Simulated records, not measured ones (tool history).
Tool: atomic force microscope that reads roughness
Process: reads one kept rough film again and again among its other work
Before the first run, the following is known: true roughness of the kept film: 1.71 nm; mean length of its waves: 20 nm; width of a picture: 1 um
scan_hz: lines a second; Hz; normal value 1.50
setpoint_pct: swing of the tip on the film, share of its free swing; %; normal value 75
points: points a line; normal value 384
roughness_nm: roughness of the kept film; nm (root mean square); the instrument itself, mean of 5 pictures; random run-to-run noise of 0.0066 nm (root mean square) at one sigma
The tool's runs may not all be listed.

| run | hour | scan_hz | setpoint_pct | points | roughness_nm |
|---|---|---|---|---|---|
| 1 | 0.0 | 1.50 | 75 | 384 | 1.192 |
| 2 | 10.6 | 1.50 | 75 | 384 | 1.193 |
| 3 | 28.3 | 1.50 | 75 | 384 | 1.178 |
| 4 | 47.6 | 1.50 | 75 | 384 | 1.181 |
| 5 | 65.2 | 1.50 | 77 | 384 | 1.156 |
| 6 | 81.9 | 0.61 | 75 | 384 | 1.200 |
|  | 91.1 | new tip fitted |
| 7 | 92.7 | 0.61 | 75 | 384 | 1.382 |
| 8 | 103.9 | 0.61 | 75 | 384 | 1.371 |
| 9 | 121.6 | 1.50 | 75 | 384 | 1.290 |
| 10 | 140.2 | 1.50 | 75 | 455 | 1.281 |
| 11 | 159.0 | 1.50 | 75 | 455 | 1.274 |
| 12 | 168.1 | 1.50 | 75 | 384 | 1.270 |
| 13 | 185.7 | 1.50 | 75 | 864 | 1.274 |
| 14 | 200.8 | 1.50 | 75 | 345 | 1.240 |
| 15 | 217.7 | 1.50 | 75 | 345 | 1.239 |
| 16 | 237.2 | 1.50 | 74 | 384 | 1.217 |
|  | 239.7 | height scale calibrated on a step standard |
| 17 | 248.7 | 1.50 | 74 | 384 | 1.220 |
| 18 | 267.8 | 3.08 | 73 | 384 | 1.145 |
| 19 | 286.0 | 0.71 | 77 | 286 | 1.225 |
| 20 | 294.5 | 0.77 | 55 | 384 | 1.273 |
| 21 | 304.8 | 0.75 | 75 | 384 | 1.242 |
| 22 | 324.5 | 0.50 | 66 | 680 | 1.265 |
| 23 | 335.7 | 1.39 | 75 | 438 | 1.171 |
|  | 339.8 | height scale calibrated on a step standard, once more |
| 24 | 353.2 | 1.39 | 59 | 438 | 1.215 |

Run 25 has not been measured yet. What should we expect?
|  | 361.8 | new tip fitted |
| 25 | 365.7 | 0.53 | 75 | 361 | ? |

Run 25 came out at roughness_nm 1.380 nm (root mean square).
If the tool had no hidden condition, the same run with the same run-to-run variation would have returned roughness_nm 1.390 nm (root mean square).

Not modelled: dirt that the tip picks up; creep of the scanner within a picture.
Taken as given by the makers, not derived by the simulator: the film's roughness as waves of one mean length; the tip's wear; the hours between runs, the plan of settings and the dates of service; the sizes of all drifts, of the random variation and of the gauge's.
